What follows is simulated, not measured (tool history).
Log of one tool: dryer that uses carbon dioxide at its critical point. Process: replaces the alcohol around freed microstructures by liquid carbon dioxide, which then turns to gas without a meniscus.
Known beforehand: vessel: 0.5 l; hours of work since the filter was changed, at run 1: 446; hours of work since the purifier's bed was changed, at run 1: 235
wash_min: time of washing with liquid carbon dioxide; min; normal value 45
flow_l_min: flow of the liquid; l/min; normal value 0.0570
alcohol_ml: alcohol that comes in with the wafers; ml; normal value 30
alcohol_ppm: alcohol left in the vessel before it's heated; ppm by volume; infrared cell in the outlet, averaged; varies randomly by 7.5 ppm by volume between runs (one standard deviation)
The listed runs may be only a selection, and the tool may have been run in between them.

run,hour,wash_min,flow_l_min,alcohol_ml,hours of work since the filter was changed,hours of work since the purifier's bed was changed,alcohol_ppm
1,0.0,45,0.0570,30,446,235,939
2,14.2,45,0.0570,30,453,242,958
3,27.8,45,0.0570,78,460,249,2347
4,42.5,45,0.0570,78,467,256,2362
# hour 48.9: inlet filter changed
5,61.0,45,0.0570,78,6,265,1056
6,81.1,45,0.0570,78,16,275,1040
7,99.6,45,0.0570,78,25,284,1074
8,114.0,45,0.0570,78,32,291,1080
9,130.4,45,0.0623,30,40,299,312
10,158.4,45,0.0623,30,54,312,316
11,170.5,45,0.0623,97,60,318,906
12,197.7,45,0.0623,97,73,332,897
13,213.7,45,0.0623,97,81,339,934
14,226.2,67,0.0570,30,87,346,113
15,240.8,67,0.0570,30,94,353,122
16,258.3,67,0.0570,30,102,361,121
17,270.5,30,0.0570,74,108,367,5514
18,283.2,30,0.0570,74,115,373,5654
19,305.1,67,0.0579,100,125,384,220
20,318.4,67,0.0579,105,132,391,224
21,341.5,67,0.0614,105,143,402,184
22,368.6,36,0.0355,46,156,415,8502
23,383.7,36,0.0355,46,164,423,8772
24,398.7,47,0.0343,34,171,430,3514
25,426.5,47,0.0477,40,185,444,1366
26,445.3,44,0.0377,26,194,453,2559
27,459.9,60,0.0594,31,201,460,190
28,480.9,45,0.0528,29,211,470,852
29,501.1,44,0.0765,110,221,480,547
30,513.1,44,0.0765,110,227,486,558
31,526.5,35,0.0342,31,234,493,7216

Below are 4 alternative next runs, each starting from the tool's condition after run 31. Predict each:
A,539.1,58,0.0803,108,240,499,?
B,539.1,32,0.0342,31,240,499,?
C,539.1,70,0.0378,49,240,499,?
D,539.1,60,0.0376,31,240,499,?

run,alcohol_ppm
A,155
B,9097
C,926
D,1178
Without the tool's hidden state the same runs would have given:
run,alcohol_ppm
A,22
B,7439
C,516
D,724

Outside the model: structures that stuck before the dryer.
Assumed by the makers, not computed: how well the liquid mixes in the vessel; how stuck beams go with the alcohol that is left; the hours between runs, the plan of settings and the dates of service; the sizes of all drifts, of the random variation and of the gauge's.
